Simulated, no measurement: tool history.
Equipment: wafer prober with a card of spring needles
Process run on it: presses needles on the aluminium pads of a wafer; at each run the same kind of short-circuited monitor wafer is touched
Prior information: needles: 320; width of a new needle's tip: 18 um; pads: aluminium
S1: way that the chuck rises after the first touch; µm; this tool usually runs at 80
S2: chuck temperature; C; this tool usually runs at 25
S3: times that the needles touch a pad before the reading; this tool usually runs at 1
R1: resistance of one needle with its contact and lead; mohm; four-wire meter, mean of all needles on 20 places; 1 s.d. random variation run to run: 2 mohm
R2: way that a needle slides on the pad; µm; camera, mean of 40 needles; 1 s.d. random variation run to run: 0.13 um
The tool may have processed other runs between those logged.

Run 1, hour 0: usual settings. Result: R1 270 mohm, R2 17.83 µm.
At hour 3.1: height of the first contact set anew.
At hour 6.1: tips cleaned on abrasive film.
At hour 11.9: tips cleaned on abrasive film.
At hour 19.1: tips cleaned on abrasive film.
At hour 26.3: tips cleaned on abrasive film.
At hour 33.5: tips cleaned on abrasive film.
Run 2, hour 36: usual settings. Result: R1 308 mohm, R2 19.22 µm.
At hour 40.3: tips cleaned on abrasive film.
At hour 46.1: tips cleaned on abrasive film.
At hour 53.3: tips cleaned on abrasive film.
At hour 60.5: tips cleaned on abrasive film.
At hour 66.3: tips cleaned on abrasive film.
Run 3, hour 71.5: usual settings but S3 3. Result: R1 274 mohm, R2 19 µm.
At hour 73: tips cleaned on abrasive film.
At hour 78.8: tips cleaned on abrasive film.
At hour 86: tips cleaned on abrasive film.
At hour 93.2: tips cleaned on abrasive film.
At hour 99: tips cleaned on abrasive film.
At hour 104.8: tips cleaned on abrasive film.
Run 4, hour 105.3: usual settings but S3 3. Result: R1 232 mohm, R2 18.97 µm.
At hour 111.1: tips cleaned on abrasive film.
At hour 118.3: tips cleaned on abrasive film.
At hour 124.1: tips cleaned on abrasive film.
At hour 129.9: tips cleaned on abrasive film, once more.
Run 5, hour 134.7: usual settings but S3 3. Result: R1 274 mohm, R2 18.92 µm.
At hour 136.2: tips cleaned on abrasive film.
At hour 142: tips cleaned on abrasive film.
At hour 149.2: tips cleaned on abrasive film.
At hour 156.2: tips cleaned on abrasive film.
Run 6, hour 156.2: usual settings but S2 40 C, S3 3. Result: R1 231 mohm, R2 18.78 µm.
At hour 163.5: tips cleaned on abrasive film.
At hour 170.7: tips cleaned on abrasive film.
Run 7, hour 176.2: usual settings. Result: R1 371 mohm, R2 18.7 µm.
At hour 177.7: tips cleaned on abrasive film.
At hour 184.9: tips cleaned on abrasive film.
At hour 192.1: tips cleaned on abrasive film.
Run 8, hour 193: usual settings. Result: R1 277 mohm, R2 18.81 µm.
At hour 198.8: tips cleaned on abrasive film.
At hour 204.6: tips cleaned on abrasive film.
At hour 211.8: tips cleaned on abrasive film.
Run 9, hour 215.1: usual settings. Result: R1 352 mohm, R2 18.37 µm.
At hour 218: tips cleaned on abrasive film.
At hour 223.8: tips cleaned on abrasive film.
At hour 231.1: tips cleaned on abrasive film.
Run 10, hour 236.2: usual settings. Result: R1 382 mohm, R2 18.58 µm.
At hour 237.7: tips cleaned on abrasive film.
At hour 243.5: tips cleaned on abrasive film.
At hour 250.7: tips cleaned on abrasive film.
Run 11, hour 252.8: usual settings. Result: R1 314 mohm, R2 18.51 µm.
At hour 257.2: tips cleaned on abrasive film.
At hour 263: tips cleaned on abrasive film.
At hour 270.2: tips cleaned on abrasive film.
At hour 276: tips cleaned on abrasive film.
Run 12, hour 280.2: usual settings. Result: R1 373 mohm, R2 18.79 µm.
At hour 283.1: tips cleaned on abrasive film.
At hour 290.3: tips cleaned on abrasive film.
At hour 296.1: tips cleaned on abrasive film.
At hour 303.4: tips cleaned on abrasive film.
Run 13, hour 307.6: usual settings. Result: R1 366 mohm, R2 18.21 µm.
At hour 310.6: tips cleaned on abrasive film.
At hour 316.3: tips cleaned on abrasive film.
At hour 322.1: tips cleaned on abrasive film.
Run 14, hour 323.7: usual settings but S1 73 µm, S3 2. Result: R1 291 mohm, R2 16.5 µm.
At hour 328.1: tips cleaned on abrasive film.
At hour 333.9: tips cleaned on abrasive film.
At hour 341.1: tips cleaned on abrasive film.
At hour 346.9: tips cleaned on abrasive film.
Run 15, hour 352.4: usual settings but S1 73 µm, S2 33 C, S3 2. Result: R1 348 mohm, R2 16.72 µm.
At hour 353.9: tips cleaned on abrasive film.
At hour 361.1: tips cleaned on abrasive film.
At hour 368.4: tips cleaned on abrasive film.
At hour 374.2: tips cleaned on abrasive film.
At hour 379.9: tips cleaned on abrasive film.
At hour 385.9: tips cleaned on abrasive film.
Run 16, hour 385.9: usual settings but S1 61 µm, S2 57 C, S3 2. Result: R1 251 mohm, R2 13.46 µm.
At hour 393.2: tips cleaned on abrasive film.
At hour 398.9: tips cleaned on abrasive film.
At hour 406.2: tips cleaned on abrasive film.
Run 17, hour 407.2: usual settings but S1 90 µm, S2 47 C, S3 2. Result: R1 257 mohm, R2 20.56 µm.
At hour 413: tips cleaned on abrasive film.
At hour 420.2: tips cleaned on abrasive film.
At hour 427.4: tips cleaned on abrasive film.
At hour 434.6: tips cleaned on abrasive film.
At hour 434.9: height of the first contact set anew.
Run 18, hour 437.7: usual settings but S1 90 µm, S2 47 C, S3 2. Result: R1 276 mohm, R2 21.74 µm.
At hour 442: tips cleaned on abrasive film.
At hour 449.2: tips cleaned on abrasive film.
At hour 456.4: tips cleaned on abrasive film.
At hour 462.2: tips cleaned on abrasive film.
Run 19, hour 464.5: usual settings but S1 71 µm, S2 47 C, S3 2. Result: R1 299 mohm, R2 16.79 µm.
At hour 468.9: tips cleaned on abrasive film.
At hour 476.1: tips cleaned on abrasive film.
At hour 483.3: tips cleaned on abrasive film.
Run 20, hour 487.2: usual settings but S1 71 µm, S2 70 C, S3 3. Result: R1 300 mohm, R2 17.15 µm.
At hour 490.1: tips cleaned on abrasive film.
At hour 497.3: tips cleaned on abrasive film.
At hour 504.5: tips cleaned on abrasive film.
At hour 511.8: tips cleaned on abrasive film.
At hour 517.5: tips cleaned on abrasive film.
Run 21, hour 519.2: usual settings but S1 99 µm, S2 52 C, S3 3. Result: R1 246 mohm, R2 23.57 µm.
At hour 523.6: tips cleaned on abrasive film.
At hour 529.4: tips cleaned on abrasive film.
At hour 535.2: tips cleaned on abrasive film.
At hour 541: tips cleaned on abrasive film.
At hour 547.2: tips cleaned on abrasive film.
Run 22, hour 547.2: usual settings but S1 98 µm, S2 83 C. Result: R1 243 mohm, R2 23.42 µm.
At hour 553: tips cleaned on abrasive film.
At hour 558.8: tips cleaned on abrasive film.
At hour 564.6: tips cleaned on abrasive film.
At hour 571.8: tips cleaned on abrasive film.
At hour 578: tips cleaned on abrasive film.
Run 23, hour 578: usual settings but S1 98 µm, S2 83 C. Result: R1 248 mohm, R2 23.61 µm.
At hour 585.2: tips cleaned on abrasive film.
At hour 592.4: tips cleaned on abrasive film.
At hour 598.2: tips cleaned on abrasive film.
Run 24, hour 603.8: usual settings but S1 98 µm, S2 83 C. Result: R1 339 mohm, R2 23.1 µm.
At hour 605.3: tips cleaned on abrasive film.
At hour 612.5: tips cleaned on abrasive film.
At hour 618.3: tips cleaned on abrasive film.
At hour 625.5: tips cleaned on abrasive film.
Run 25, hour 626.9: usual settings but S1 98 µm, S2 83 C. Result: R1 282 mohm, R2 23.02 µm.

Some steps in R1, run to run, broken into two amounts with sign: the step expected even without the hidden condition (settings, incoming material, random variation), and the rest, left for the hidden condition together with whatever gauge scatter is not in both the measured and the hidden-condition-free result:
Hidden state at play: debris on the tips, nm; way that the needles fall short of the set height, um; tips' diameter, um; drift of the gauge itself on contact_mohm, %; drift of the gauge itself on scrub_um, %.
Run 6 -> 7: S2 40 -> 25, S3 3 -> 1, tips cleaned on abrasive film, tips cleaned on abrasive film. R1 +140 mohm: hidden state +143, all else -3.
Run 15 -> 16: S1 73 -> 61, S2 33 -> 57, tips cleaned on abrasive film, tips cleaned on abrasive film, tips cleaned on abrasive film, tips cleaned on abrasive film, tips cleaned on abrasive film, tips cleaned on abrasive film. R1 -97 mohm: hidden state -109, all else +12.
